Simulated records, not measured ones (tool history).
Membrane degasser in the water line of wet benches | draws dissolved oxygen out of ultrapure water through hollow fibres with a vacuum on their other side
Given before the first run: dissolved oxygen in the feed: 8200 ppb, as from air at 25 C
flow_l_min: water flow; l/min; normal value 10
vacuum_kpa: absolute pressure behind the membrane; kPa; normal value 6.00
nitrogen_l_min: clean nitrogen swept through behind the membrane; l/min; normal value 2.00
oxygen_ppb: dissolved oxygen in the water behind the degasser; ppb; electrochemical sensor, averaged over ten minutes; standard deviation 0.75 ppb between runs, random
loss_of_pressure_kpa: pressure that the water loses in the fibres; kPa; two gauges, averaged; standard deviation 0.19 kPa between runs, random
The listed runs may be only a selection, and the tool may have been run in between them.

| run | day | flow_l_min | vacuum_kpa | nitrogen_l_min | oxygen_ppb | loss_of_pressure_kpa |
|---|---|---|---|---|---|---|
| 1 | 0.000 | 10 | 6.00 | 2.00 | 71.2 | 38.53 |
| 2 | 1.104 | 10 | 6.00 | 2.00 | 72.8 | 38.69 |
| 3 | 3.321 | 10 | 6.00 | 2.00 | 71.3 | 38.33 |
| 4 | 4.946 | 10 | 6.00 | 2.00 | 72.1 | 38.54 |
| 5 | 6.525 | 10 | 6.00 | 2.00 | 72.4 | 38.57 |
| 6 | 8.725 | 10 | 6.00 | 3.59 | 56.9 | 38.57 |
| 7 | 10.300 | 10 | 6.89 | 2.00 | 82.6 | 38.40 |
| 8 | 11.454 | 10 | 6.00 | 1.39 | 85.8 | 38.65 |
| 9 | 13.558 | 11 | 5.00 | 2.00 | 68.7 | 42.53 |
| 10 | 15.383 | 11 | 5.00 | 2.00 | 70.0 | 42.37 |
| 11 | 16.983 | 11 | 5.00 | 1.25 | 86.5 | 42.08 |
| 12 | 18.575 | 10 | 9.57 | 1.80 | 125.9 | 38.44 |
| 13 | 20.154 | 14 | 8.48 | 1.33 | 199.1 | 53.64 |
| 14 | 21.962 | 14 | 8.48 | 1.33 | 203.3 | 53.99 |
| 15 | 24.025 | 10 | 6.00 | 0.89 | 113.1 | 38.41 |
| 16 | 25.058 | 10 | 6.00 | 0.89 | 113.7 | 38.58 |

Branching from run 16: 4 alternative next runs. What would each branch give?
| A | 26.842 | 10 | 7.90 | 0.89 | ? | ? |
| B | 26.842 | 10 | 6.00 | 3.48 | ? | ? |
| C | 26.842 | 8 | 3.75 | 0.90 | ? | ? |
| D | 26.842 | 10 | 13.64 | 1.76 | ? | ? |

| run | oxygen_ppb | loss_of_pressure_kpa |
|---|---|---|
| A | 165.9 | 38.62 |
| B | 58.5 | 38.48 |
| C | 37.4 | 30.85 |
| D | 185.4 | 38.41 |
The same runs, with their run-to-run variation unchanged, on a tool lacking any hidden condition would have given:
| run | oxygen_ppb | loss_of_pressure_kpa |
|---|---|---|
| A | 157.7 | 38.16 |
| B | 54.7 | 38.02 |
| C | 33.4 | 30.48 |
| D | 176.9 | 37.96 |
